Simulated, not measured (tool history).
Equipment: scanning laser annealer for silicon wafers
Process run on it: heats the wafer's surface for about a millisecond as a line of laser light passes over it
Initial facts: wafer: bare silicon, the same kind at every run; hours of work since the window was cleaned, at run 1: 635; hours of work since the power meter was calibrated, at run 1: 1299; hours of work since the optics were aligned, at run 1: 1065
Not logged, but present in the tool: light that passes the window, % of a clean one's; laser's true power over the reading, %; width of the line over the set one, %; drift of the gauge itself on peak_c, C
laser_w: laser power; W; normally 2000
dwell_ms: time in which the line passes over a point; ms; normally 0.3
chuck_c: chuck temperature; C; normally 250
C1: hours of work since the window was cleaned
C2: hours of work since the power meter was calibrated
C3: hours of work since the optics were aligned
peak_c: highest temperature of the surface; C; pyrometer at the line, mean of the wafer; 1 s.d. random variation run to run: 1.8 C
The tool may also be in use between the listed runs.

{"run": 1, "hour": 0.0, "laser_w": 2000, "dwell_ms": 0.3, "chuck_c": 250, "C1": 635, "C2": 1299, "C3": 1065, "peak_c": 949}
{"run": 2, "hour": 36.8, "laser_w": 2000, "dwell_ms": 0.3, "chuck_c": 250, "C1": 658, "C2": 1323, "C3": 1088, "peak_c": 950}
{"run": 3, "hour": 75.9, "laser_w": 2000, "dwell_ms": 0.224, "chuck_c": 250, "C1": 683, "C2": 1348, "C3": 1113, "peak_c": 842}
{"run": 4, "hour": 133.0, "laser_w": 2000, "dwell_ms": 0.224, "chuck_c": 250, "C1": 720, "C2": 1384, "C3": 1150, "peak_c": 842}
{"run": 5, "hour": 162.0, "laser_w": 2000, "dwell_ms": 0.224, "chuck_c": 250, "C1": 738, "C2": 1403, "C3": 1168, "peak_c": 839}
{"run": 6, "hour": 194.5, "laser_w": 2000, "dwell_ms": 0.224, "chuck_c": 250, "C1": 759, "C2": 1423, "C3": 1189, "peak_c": 839}
{"run": 7, "hour": 239.8, "laser_w": 2000, "dwell_ms": 0.3, "chuck_c": 250, "C1": 788, "C2": 1452, "C3": 1218, "peak_c": 949}
{"run": 8, "hour": 290.2, "laser_w": 2000, "dwell_ms": 0.3, "chuck_c": 250, "C1": 820, "C2": 1485, "C3": 1250, "peak_c": 947}
{"run": 9, "hour": 329.8, "laser_w": 1959, "dwell_ms": 0.3, "chuck_c": 250, "C1": 846, "C2": 1510, "C3": 1275, "peak_c": 928}
{"run": 10, "hour": 376.5, "laser_w": 2000, "dwell_ms": 0.3, "chuck_c": 250, "C1": 875, "C2": 1540, "C3": 1305, "peak_c": 947}
{"run": 11, "hour": 416.5, "laser_w": 2000, "dwell_ms": 0.3, "chuck_c": 250, "C1": 901, "C2": 1565, "C3": 1331, "peak_c": 944}
{"run": 12, "hour": 471.5, "laser_w": 2000, "dwell_ms": 0.3, "chuck_c": 244, "C1": 936, "C2": 1600, "C3": 1366, "peak_c": 937}
{"run": 13, "hour": 516.5, "laser_w": 2000, "dwell_ms": 0.3, "chuck_c": 250, "C1": 965, "C2": 1629, "C3": 1395, "peak_c": 943}
{"hour": 555.6, "done": "window over the wafer cleaned"}
{"run": 14, "hour": 567.7, "laser_w": 2000, "dwell_ms": 0.251, "chuck_c": 250, "C1": 8, "C2": 1661, "C3": 1426, "peak_c": 883}
{"run": 15, "hour": 616.6, "laser_w": 2000, "dwell_ms": 0.251, "chuck_c": 250, "C1": 39, "C2": 1692, "C3": 1457, "peak_c": 880}
{"run": 16, "hour": 657.9, "laser_w": 2000, "dwell_ms": 0.3, "chuck_c": 248, "C1": 65, "C2": 1718, "C3": 1484, "peak_c": 948}
{"run": 17, "hour": 690.8, "laser_w": 2000, "dwell_ms": 0.229, "chuck_c": 248, "C1": 86, "C2": 1739, "C3": 1505, "peak_c": 848}
{"run": 18, "hour": 727.4, "laser_w": 2000, "dwell_ms": 0.229, "chuck_c": 248, "C1": 110, "C2": 1763, "C3": 1528, "peak_c": 848}
{"run": 19, "hour": 773.9, "laser_w": 2046, "dwell_ms": 0.229, "chuck_c": 248, "C1": 139, "C2": 1792, "C3": 1558, "peak_c": 866}
{"run": 20, "hour": 816.9, "laser_w": 2055, "dwell_ms": 0.229, "chuck_c": 248, "C1": 167, "C2": 1820, "C3": 1585, "peak_c": 864}
{"run": 21, "hour": 869.6, "laser_w": 2000, "dwell_ms": 0.3, "chuck_c": 250, "C1": 201, "C2": 1853, "C3": 1619, "peak_c": 953}
{"run": 22, "hour": 901.2, "laser_w": 2000, "dwell_ms": 0.3, "chuck_c": 250, "C1": 221, "C2": 1874, "C3": 1639, "peak_c": 946}
{"hour": 929.1, "done": "optics aligned, line set to its width"}
{"run": 23, "hour": 944.8, "laser_w": 1821, "dwell_ms": 0.3, "chuck_c": 250, "C1": 245, "C2": 1898, "C3": 10, "peak_c": 891}
{"run": 24, "hour": 997.5, "laser_w": 2156, "dwell_ms": 0.33, "chuck_c": 256, "C1": 279, "C2": 1932, "C3": 44, "peak_c": 1074}
{"run": 25, "hour": 1033.6, "laser_w": 2000, "dwell_ms": 0.23, "chuck_c": 211, "C1": 302, "C2": 1955, "C3": 67, "peak_c": 817}
{"run": 26, "hour": 1075.6, "laser_w": 2000, "dwell_ms": 0.23, "chuck_c": 211, "C1": 329, "C2": 1982, "C3": 94, "peak_c": 819}
{"run": 27, "hour": 1107.4, "laser_w": 1936, "dwell_ms": 0.3, "chuck_c": 257, "C1": 349, "C2": 2002, "C3": 114, "peak_c": 937}
{"run": 28, "hour": 1146.4, "laser_w": 1786, "dwell_ms": 0.367, "chuck_c": 250, "C1": 374, "C2": 2027, "C3": 139, "peak_c": 948}
{"run": 29, "hour": 1186.7, "laser_w": 1786, "dwell_ms": 0.367, "chuck_c": 250, "C1": 400, "C2": 2053, "C3": 165, "peak_c": 945}
{"run": 30, "hour": 1225.2, "laser_w": 1786, "dwell_ms": 0.367, "chuck_c": 250, "C1": 425, "C2": 2077, "C3": 189, "peak_c": 947}
{"run": 31, "hour": 1255.4, "laser_w": 1786, "dwell_ms": 0.367, "chuck_c": 250, "C1": 444, "C2": 2097, "C3": 208, "peak_c": 946}
{"run": 32, "hour": 1296.3, "laser_w": 2000, "dwell_ms": 0.3, "chuck_c": 289, "C1": 470, "C2": 2123, "C3": 235, "peak_c": 994}
{"run": 33, "hour": 1322.3, "laser_w": 2000, "dwell_ms": 0.3, "chuck_c": 289, "C1": 486, "C2": 2139, "C3": 251, "peak_c": 995}
{"run": 34, "hour": 1376.6, "laser_w": 1845, "dwell_ms": 0.336, "chuck_c": 289, "C1": 521, "C2": 2174, "C3": 286, "peak_c": 976}
{"run": 35, "hour": 1424.5, "laser_w": 2000, "dwell_ms": 0.322, "chuck_c": 270, "C1": 552, "C2": 2205, "C3": 316, "peak_c": 1004}
{"run": 36, "hour": 1466.2, "laser_w": 2000, "dwell_ms": 0.322, "chuck_c": 270, "C1": 578, "C2": 2231, "C3": 343, "peak_c": 1004}
{"run": 37, "hour": 1500.8, "laser_w": 2000, "dwell_ms": 0.325, "chuck_c": 270, "C1": 601, "C2": 2253, "C3": 365, "peak_c": 1005}
{"run": 38, "hour": 1526.9, "laser_w": 2000, "dwell_ms": 0.325, "chuck_c": 270, "C1": 617, "C2": 2270, "C3": 382, "peak_c": 1004}
{"run": 39, "hour": 1551.7, "laser_w": 2002, "dwell_ms": 0.3, "chuck_c": 211, "C1": 633, "C2": 2286, "C3": 398, "peak_c": 914}
{"run": 40, "hour": 1580.5, "laser_w": 2173, "dwell_ms": 0.353, "chuck_c": 211, "C1": 651, "C2": 2304, "C3": 416, "peak_c": 1064}
{"run": 41, "hour": 1633.4, "laser_w": 2125, "dwell_ms": 0.3, "chuck_c": 245, "C1": 685, "C2": 2338, "C3": 450, "peak_c": 998}
{"run": 42, "hour": 1690.0, "laser_w": 2000, "dwell_ms": 0.339, "chuck_c": 250, "C1": 721, "C2": 2374, "C3": 486, "peak_c": 1003}

How would selected steps in peak_c from run to run divide? Give the signed amount a tool lacking its hidden state would still show from settings, what came in and random variation, and the signed amount left for the hidden state, including any gauge scatter that is not in both of the compared results.
Run 6 -> 7: dwell_ms 0.224 -> 0.3. peak_c +110 C: hidden state -3, all else +113.
Run 13 -> 14: dwell_ms 0.3 -> 0.251, window over the wafer cleaned. peak_c -60 C: hidden state +10, all else -70.
Run 22 -> 23: laser_w 2000 -> 1821, optics aligned, line set to its width. peak_c -55 C: hidden state +12, all else -67.
Run 23 -> 24: laser_w 1821 -> 2156, dwell_ms 0.3 -> 0.33, chuck_c 250 -> 256. peak_c +183 C: hidden state -2, all else +185.
Run 24 -> 25: laser_w 2156 -> 2000, dwell_ms 0.33 -> 0.23, chuck_c 256 -> 211. peak_c -257 C: hidden state +0, all else -257.
Run 39 -> 40: laser_w 2002 -> 2173, dwell_ms 0.3 -> 0.353. peak_c +150 C: hidden state -3, all else +153.
